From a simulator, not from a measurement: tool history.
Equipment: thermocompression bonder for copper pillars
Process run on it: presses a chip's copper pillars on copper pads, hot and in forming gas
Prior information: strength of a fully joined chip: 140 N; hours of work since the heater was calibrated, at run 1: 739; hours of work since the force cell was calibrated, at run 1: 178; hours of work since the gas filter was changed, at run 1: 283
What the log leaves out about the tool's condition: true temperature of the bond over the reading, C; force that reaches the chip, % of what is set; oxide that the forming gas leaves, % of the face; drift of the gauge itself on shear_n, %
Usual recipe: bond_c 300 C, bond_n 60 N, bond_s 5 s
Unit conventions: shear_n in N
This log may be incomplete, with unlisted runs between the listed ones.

run	hour	bond_c	bond_n	bond_s	hours of work since the heater was calibrated	hours of work since the force cell was calibrated	hours of work since the gas filter was changed	shear_n
1	0.0	300	60	5	739	178	283	51.2
2	43.2	300	60	5	770	209	315	52.3
3	84.8	271	60	5	800	239	345	36.7
4	162.7	271	60	5	857	296	402	36.0
5	236.9	300	60	5	911	350	456	52.3
# hour 266.4: forming gas filter changed
6	317.9	300	60	5	970	409	37	52.7
7	361.3	300	60	5	1001	440	69	52.0
8	435.5	299	80	6	1055	494	123	64.1
9	486.1	299	80	6	1092	531	160	63.8
10	543.6	300	53	5	1134	573	202	49.8
11	615.7	300	53	5	1186	625	254	48.4
12	693.3	300	53	5	1243	682	311	47.8
# hour 713.2: heater calibrated with a thermocouple chip
13	774.6	300	60	3	45	739	368	43.2
14	828.3	300	60	3	84	778	407	41.2

Below are 4 alternative next runs, each starting from the tool's condition after run 14. Predict each:
A	886.8	271	60	5	126	821	450	?
B	886.8	295	60	9	126	821	450	?
C	886.8	300	46	3	126	821	450	?
D	886.8	300	66	8	126	821	450	?

run	shear_n
A	36.1
B	62.7
C	36.6
D	65.2
Take away the tool's hidden state, keep each run's random variation, and the runs would have read:
run	shear_n
A	36.2
B	62.8
C	36.7
D	65.4
